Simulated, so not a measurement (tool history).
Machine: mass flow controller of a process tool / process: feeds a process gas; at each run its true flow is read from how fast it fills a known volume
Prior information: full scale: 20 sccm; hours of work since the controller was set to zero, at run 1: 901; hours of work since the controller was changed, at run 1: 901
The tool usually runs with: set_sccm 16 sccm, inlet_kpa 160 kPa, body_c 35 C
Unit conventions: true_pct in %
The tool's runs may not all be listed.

run,hour,set_sccm,inlet_kpa,body_c,hours of work since the controller was set to zero,hours of work since the controller was changed,true_pct
1,0,16,160,35,901,901,100.44
2,140.2,16,160,35,946,946,100.47
3,330.2,3,160,35,1006,1006,99.49
4,543.4,3,160,29,1075,1075,98.96
5,759.9,3,160,29,1144,1144,98.96
6,989.2,3,160,29,1218,1218,99.13
7,1226.7,3,160,29,1294,1294,99.07
8,1357.3,3,160,29,1335,1335,98.99
9,1529.2,3,160,35,1390,1390,99.42
10,1632.4,3,160,35,1423,1423,99.54
11,1752.4,3,160,35,1462,1462,99.62
12,1912,3,160,35,1513,1513,99.55
13,2053.7,4,160,35,1558,1558,99.7
14,2260.4,4,160,35,1625,1625,99.53
15,2496.9,7,160,35,1700,1700,99.72
16,2715,7,160,35,1770,1770,99.91
17,2858.8,5,166,31,1816,1816,99.34
18,2991.8,3,256,26,1859,1859,98.68
19,3095.9,3,256,26,1892,1892,98.65
20,3232,3,256,26,1936,1936,98.65
21,3463.5,3,256,26,2010,2010,98.67
22,3636.5,3,256,26,2065,2065,98.69
23,3852.8,18,199,28,2134,2134,100.14
24,4101.3,18,199,28,2214,2214,100.03
25,4313.5,18,199,28,2282,2282,99.96
26,4550.7,5,263,28,2358,2358,99.02
27,4663.6,5,263,28,2394,2394,98.96
28,4909.3,5,263,28,2473,2473,98.91
29,5109.6,5,263,28,2537,2537,98.95
30,5353.2,16,160,25,2615,2615,99.75
31,5543.3,16,160,25,2676,2676,99.85

Alternative continuations, all from the tool just after run 31; predict every row:
A,5741.7,2,160,35,2739,2739,?
B,5741.7,14,254,38,2739,2739,?
C,5741.7,16,152,25,2739,2739,?

run,true_pct
A,99.34
B,100.27
C,99.65
With the hidden condition removed and each run's random variation left untouched, the same runs would have given:
run,true_pct
A,99.36
B,100.28
C,99.65
